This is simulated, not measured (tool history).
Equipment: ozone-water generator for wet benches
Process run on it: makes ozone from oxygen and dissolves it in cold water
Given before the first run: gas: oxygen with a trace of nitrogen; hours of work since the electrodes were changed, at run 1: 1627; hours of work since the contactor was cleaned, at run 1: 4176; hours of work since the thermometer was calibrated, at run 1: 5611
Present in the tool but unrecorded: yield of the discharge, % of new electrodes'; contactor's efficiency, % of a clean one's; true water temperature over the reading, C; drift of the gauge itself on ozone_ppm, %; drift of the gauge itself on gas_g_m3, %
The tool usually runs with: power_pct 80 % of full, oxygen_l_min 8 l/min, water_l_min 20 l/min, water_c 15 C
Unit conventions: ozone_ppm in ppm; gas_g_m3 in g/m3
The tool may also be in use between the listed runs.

run	hour	power_pct	oxygen_l_min	water_l_min	water_c	hours of work since the electrodes were changed	hours of work since the contactor was cleaned	hours of work since the thermometer was calibrated	ozone_ppm	gas_g_m3
1	0	80	8	20	15	1627	4176	5611	28.6	212
# hour 76.1: water thermometer calibrated
2	136.3	75	8	20	15	1751	4301	55	27.7	200.8
3	327.2	75	8	20	15	1926	4476	230	27.6	201.1
4	495.8	80	8	24	15	2081	4630	385	24.8	209.1
5	700.1	80	8	20	15	2268	4818	572	28.4	208.2
6	854.7	80	8	22	15	2410	4960	714	26	207
7	1068.3	80	4.22	20	15	2606	5155	910	29.6	316
8	1296.8	80	4.22	20	15	2815	5365	1119	29.4	310.9
9	1421.9	42	5.13	20	15	2930	5480	1234	18.6	176.7
10	1536.3	80	8	21	14	3035	5585	1339	26.8	203.9

Some steps in ozone_ppm, run to run, broken into two amounts with sign: the step expected even without the hidden condition (settings, incoming material, random variation), and the rest, left for the hidden condition together with whatever gauge scatter is not in both the measured and the hidden-condition-free result:
Run 8 -> 9: power_pct 80 -> 42, oxygen_l_min 4.22 -> 5.13. ozone_ppm -10.8 ppm: hidden state +2.4, all else -13.2.
